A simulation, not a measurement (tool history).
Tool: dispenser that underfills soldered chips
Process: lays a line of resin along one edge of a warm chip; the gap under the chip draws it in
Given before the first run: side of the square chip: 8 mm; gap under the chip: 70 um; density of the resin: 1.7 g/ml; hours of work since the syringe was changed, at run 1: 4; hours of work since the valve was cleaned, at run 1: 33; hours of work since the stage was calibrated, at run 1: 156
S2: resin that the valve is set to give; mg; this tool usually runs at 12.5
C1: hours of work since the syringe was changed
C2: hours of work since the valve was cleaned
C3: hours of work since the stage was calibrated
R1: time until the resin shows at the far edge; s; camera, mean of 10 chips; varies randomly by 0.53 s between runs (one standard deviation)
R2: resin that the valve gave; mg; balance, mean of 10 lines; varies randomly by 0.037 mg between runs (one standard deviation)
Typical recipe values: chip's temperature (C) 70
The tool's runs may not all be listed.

Run 1, day 0: usual settings; C1 4; C2 33; C3 156. Result: R1 56.7 s, R2 12.24 mg.
At day 0.1: new syringe of resin.
At day 0.512: new syringe of resin.
Run 2, day 0.546: usual settings; C1 0; C2 41; C3 164. Result: R1 47.2 s, R2 12.23 mg.
At day 0.921: new syringe of resin.
Run 3, day 1.129: usual settings; C1 3; C2 50; C3 172. Result: R1 52.6 s, R2 12.15 mg.
At day 1.3: new syringe of resin.
At day 1.712: new syringe of resin.
Run 4, day 1.733: usual settings; C1 0; C2 58; C3 181. Result: R1 46.5 s, R2 12 mg.
At day 2.125: new syringe of resin.
Run 5, day 2.262: usual settings; C1 2; C2 66; C3 189. Result: R1 50.8 s, R2 12.01 mg.
At day 2.517: new syringe of resin.
Run 6, day 2.754: usual settings but chip's temperature (C) 55; C1 4; C2 73; C3 196. Result: R1 104.7 s, R2 11.92 mg.
At day 2.829: dispensing valve cleaned and set on the balance.
At day 2.962: new syringe of resin.
Run 7, day 3.262: usual settings but chip's temperature (C) 55; C1 4; C2 6; C3 203. Result: R1 107.2 s, R2 12.44 mg.
At day 3.358: new syringe of resin.
Run 8, day 3.588: usual settings but chip's temperature (C) 55; C1 3; C2 11; C3 207. Result: R1 101.3 s, R2 12.44 mg.
At day 3.746: new syringe of resin.
Run 9, day 3.842: usual settings but chip's temperature (C) 55; C1 1; C2 15; C3 211. Result: R1 90.8 s, R2 12.47 mg.
At day 4.125: new syringe of resin.
Run 10, day 4.404: usual settings; C1 4; C2 23; C3 219. Result: R1 57 s, R2 12.33 mg.
At day 4.529: new syringe of resin.
Run 11, day 4.892: usual settings; C1 5; C2 30; C3 226. Result: R1 61.7 s, R2 12.32 mg.
At day 4.933: new syringe of resin.
Run 12, day 5.171: usual settings; C1 4; C2 34; C3 230. Result: R1 55.5 s, R2 12.25 mg.
At day 5.338: new syringe of resin.
Run 13, day 5.567: usual settings; C1 3; C2 40; C3 236. Result: R1 54.3 s, R2 12.17 mg.
At day 5.721: new syringe of resin.
Run 14, day 5.838: usual settings; C1 2; C2 44; C3 240. Result: R1 50.1 s, R2 12.19 mg.
At day 6.142: new syringe of resin.
Run 15, day 6.258: usual settings; C1 2; C2 50; C3 246. Result: R1 49.9 s, R2 12.13 mg.
At day 6.533: new syringe of resin.
Run 16, day 6.658: usual settings; C1 2; C2 56; C3 252. Result: R1 50.4 s, R2 12.11 mg.
At day 6.938: new syringe of resin.
Run 17, day 7.125: usual settings; C1 3; C2 62; C3 259. Result: R1 52.8 s, R2 12.07 mg.
At day 7.329: new syringe of resin.
Run 18, day 7.517: usual settings; C1 3; C2 68; C3 264. Result: R1 53.2 s, R2 12.03 mg.
At day 7.721: new syringe of resin.
At day 7.942: dispensing valve cleaned and set on the balance.
Run 19, day 7.942: usual settings but chip's temperature (C) 68, S2 14.6 mg; C1 3; C2 0; C3 270. Result: R1 55.5 s, R2 14.54 mg.
At day 8.188: new syringe of resin.
Run 20, day 8.217: usual settings but chip's temperature (C) 73, S2 14.2 mg; C1 0; C2 4; C3 274. Result: R1 41.3 s, R2 14.17 mg.
At day 8.583: new syringe of resin.
Run 21, day 8.629: usual settings but chip's temperature (C) 59, S2 12.9 mg; C1 1; C2 10; C3 280. Result: R1 75.2 s, R2 12.82 mg.
At day 8.996: new syringe of resin.
Run 22, day 9.212: usual settings but chip's temperature (C) 81, S2 14.6 mg; C1 3; C2 19; C3 289. Result: R1 34.6 s, R2 14.43 mg.
At day 9.396: new syringe of resin.
Run 23, day 9.712: usual settings but chip's temperature (C) 83, S2 15.6 mg; C1 5; C2 26; C3 296. Result: R1 36 s, R2 15.38 mg.
At day 9.821: new syringe of resin.
At day 10.242: new syringe of resin.
Run 24, day 10.304: usual settings but chip's temperature (C) 83, S2 15.6 mg; C1 1; C2 34; C3 304. Result: R1 30.1 s, R2 15.27 mg.
Run 25, day 10.592: usual settings but chip's temperature (C) 83, S2 15.6 mg; C1 5; C2 39; C3 309. Result: R1 35.9 s, R2 15.25 mg.
At day 10.629: new syringe of resin.
At day 11.033: new syringe of resin.
Run 26, day 11.075: usual settings but chip's temperature (C) 62, S2 15 mg; C1 1; C2 46; C3 316. Result: R1 64.6 s, R2 14.57 mg.
At day 11.429: new syringe of resin.
Run 27, day 11.483: usual settings but chip's temperature (C) 78, S2 13.7 mg; C1 1; C2 52; C3 322. Result: R1 36.1 s, R2 13.29 mg.
At day 11.825: new syringe of resin.
Run 28, day 11.825: usual settings but chip's temperature (C) 78, S2 15.2 mg; C1 0; C2 56; C3 326. Result: R1 34.4 s, R2 14.58 mg.
At day 12.204: new syringe of resin.
Run 29, day 12.238: usual settings but chip's temperature (C) 63, S2 11.3 mg; C1 1; C2 62; C3 333. Result: R1 64.7 s, R2 10.81 mg.
At day 12.596: new syringe of resin.
Run 30, day 12.742: usual settings but S2 12.2 mg; C1 2; C2 70; C3 340. Result: R1 52.3 s, R2 11.65 mg.
At day 12.988: new syringe of resin.
At day 13.062: dispensing valve cleaned and set on the balance.
Run 31, day 13.283: usual settings but chip's temperature (C) 68, S2 13.3 mg; C1 4; C2 3; C3 347. Result: R1 60.6 s, R2 13.31 mg.
At day 13.45: new syringe of resin.
Run 32, day 13.538: usual settings but chip's temperature (C) 68, S2 13.3 mg; C1 1; C2 7; C3 351. Result: R1 52.8 s, R2 13.26 mg.
At day 13.833: new syringe of resin.
Run 33, day 14.042: usual settings but chip's temperature (C) 68, S2 15.1 mg; C1 3; C2 14; C3 358. Result: R1 58.5 s, R2 14.99 mg.
At day 14.217: new syringe of resin.
Run 34, day 14.417: usual settings but chip's temperature (C) 57, S2 10.7 mg; C1 3; C2 20; C3 364. Result: R1 95.5 s, R2 10.54 mg.
At day 14.629: new syringe of resin.
Run 35, day 14.921: usual settings but chip's temperature (C) 57, S2 10.7 mg; C1 4; C2 27; C3 371. Result: R1 105.7 s, R2 10.55 mg.

Below are 3 alternative next runs, each starting from the tool's condition after run 35. Predict each:
At day 15.008: new syringe of resin.
At day 15.4: new syringe of resin.
Run A, day 15.454: usual settings but chip's temperature (C) 80, S2 15.1 mg; C1 1; C2 35; C3 379. Result: R1 ?, R2 ?.
At day 15.008: new syringe of resin.
At day 15.4: new syringe of resin.
Run B, day 15.454: usual settings but chip's temperature (C) 58, S2 13 mg; C1 1; C2 35; C3 379. Result: R1 ?, R2 ?.
At day 15.008: new syringe of resin.
At day 15.4: new syringe of resin.
Run C, day 15.454: usual settings but chip's temperature (C) 73, S2 11 mg; C1 1; C2 35; C3 379. Result: R1 ?, R2 ?.

run    R1     R2
  A  32.9  14.73
  B  81.2  12.71
  C  45.1  10.73
With no hidden state in the tool, these same runs would have given:
run    R1     R2
  A  29.6  15.05
  B  72.4  12.99
  C  40.3  10.97
